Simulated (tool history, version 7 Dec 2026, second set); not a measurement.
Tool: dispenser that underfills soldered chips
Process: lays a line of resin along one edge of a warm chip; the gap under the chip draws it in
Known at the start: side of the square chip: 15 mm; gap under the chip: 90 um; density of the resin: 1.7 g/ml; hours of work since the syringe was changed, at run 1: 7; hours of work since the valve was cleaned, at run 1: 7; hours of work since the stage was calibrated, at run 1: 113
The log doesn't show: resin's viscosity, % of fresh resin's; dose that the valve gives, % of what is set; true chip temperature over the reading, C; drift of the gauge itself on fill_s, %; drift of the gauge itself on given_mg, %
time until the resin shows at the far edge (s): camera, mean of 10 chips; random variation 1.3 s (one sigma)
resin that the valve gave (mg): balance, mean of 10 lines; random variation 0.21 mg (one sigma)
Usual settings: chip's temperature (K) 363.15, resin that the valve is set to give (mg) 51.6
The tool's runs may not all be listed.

run	day	chip's temperature (K)	resin that the valve is set to give (mg)	hours of work since the syringe was changed	hours of work since the valve was cleaned	hours of work since the stage was calibrated	time until the resin shows at the far edge (s)	resin that the valve gave (mg)
1	0.000	363.15	51.6	7	7	113	198.0	51.46
# day 0.150: new syringe of resin
2	0.154	363.15	59.2	0	9	115	124.9	58.84
3	0.371	363.15	59.2	4	12	118	153.4	58.85
4	0.496	363.15	53.7	5	14	120	177.7	52.54
5	0.646	363.15	53.7	8	17	123	204.0	52.96
# day 0.729: new syringe of resin
6	0.883	363.15	53.7	2	20	126	146.0	52.99
7	1.054	363.15	51.3	5	23	129	178.9	49.99
8	1.208	363.15	62.0	8	26	132	198.9	60.61
# day 1.312: new syringe of resin
9	1.367	363.15	62.0	1	28	134	130.1	60.64
10	1.550	363.15	51.6	4	31	137	161.8	50.36
11	1.704	363.15	51.6	6	33	139	190.5	49.90
12	1.862	363.15	48.8	9	36	142	223.3	47.62
# day 1.896: new syringe of resin
13	2.067	363.15	48.8	3	39	145	153.9	47.42
14	2.258	363.15	52.6	6	42	148	181.6	51.03
# day 2.471: new syringe of resin
15	2.488	363.15	52.6	0	45	151	132.0	50.76
16	2.667	363.15	52.6	3	48	154	153.2	51.06
17	2.796	363.15	52.6	5	50	156	182.8	50.65
18	2.950	363.15	44.5	8	53	159	220.3	42.89

The next listed run, before its measurement:
# day 3.038: new syringe of resin
19	3.162	354.15	59.7	2	56	162	?	?

{"run 19": {"time until the resin shows at the far edge (s)": 187.4, "resin that the valve gave (mg)": 57.34}}
Without the tool's hidden state the same run would have given time until the resin shows at the far edge (s) 162.0, resin that the valve gave (mg) 60.02.
